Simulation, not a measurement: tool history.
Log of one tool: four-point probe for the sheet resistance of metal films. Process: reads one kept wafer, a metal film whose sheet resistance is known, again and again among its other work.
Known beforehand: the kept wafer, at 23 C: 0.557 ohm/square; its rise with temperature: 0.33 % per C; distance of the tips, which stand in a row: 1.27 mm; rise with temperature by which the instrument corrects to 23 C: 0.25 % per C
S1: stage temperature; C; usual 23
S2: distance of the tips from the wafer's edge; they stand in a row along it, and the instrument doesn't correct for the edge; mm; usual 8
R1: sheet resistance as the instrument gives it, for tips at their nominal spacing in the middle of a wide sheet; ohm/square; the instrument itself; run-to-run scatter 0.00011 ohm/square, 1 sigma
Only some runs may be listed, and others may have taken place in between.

{"run": 1, "day": 0.0, "S1": 23, "S2": 8, "R1": 0.564667}
{"run": 2, "day": 2.946, "S1": 23, "S2": 8, "R1": 0.56422}
{"run": 3, "day": 5.179, "S1": 23, "S2": 8, "R1": 0.564332}
{"run": 4, "day": 7.625, "S1": 23, "S2": 8, "R1": 0.564538}
{"run": 5, "day": 9.471, "S1": 23, "S2": 8, "R1": 0.564334}
{"run": 6, "day": 11.275, "S1": 23, "S2": 8, "R1": 0.564432}
{"run": 7, "day": 13.229, "S1": 23, "S2": 8, "R1": 0.564476}
{"run": 8, "day": 14.95, "S1": 23, "S2": 8, "R1": 0.564474}
{"run": 9, "day": 17.512, "S1": 32, "S2": 5, "R1": 0.579398}
{"run": 10, "day": 20.121, "S1": 32, "S2": 5, "R1": 0.579259}
{"run": 11, "day": 22.092, "S1": 32, "S2": 5, "R1": 0.579219}
{"run": 12, "day": 25.329, "S1": 32, "S2": 5, "R1": 0.579419}
{"run": 13, "day": 27.125, "S1": 32, "S2": 5, "R1": 0.579425}
{"run": 14, "day": 28.871, "S1": 27, "S2": 72, "R1": 0.558529}
{"run": 15, "day": 31.583, "S1": 26, "S2": 8, "R1": 0.565355}

Put back what was entered between runs (1 entry, withheld): which listed runs does each sit between, and how does the hidden state differ from the listed run before to the listed run after?
Runs 2 to 3: stage's thermometer calibrated (day 3.942)
  wafer's true temperature over the reading, C: 0.01 -> 0
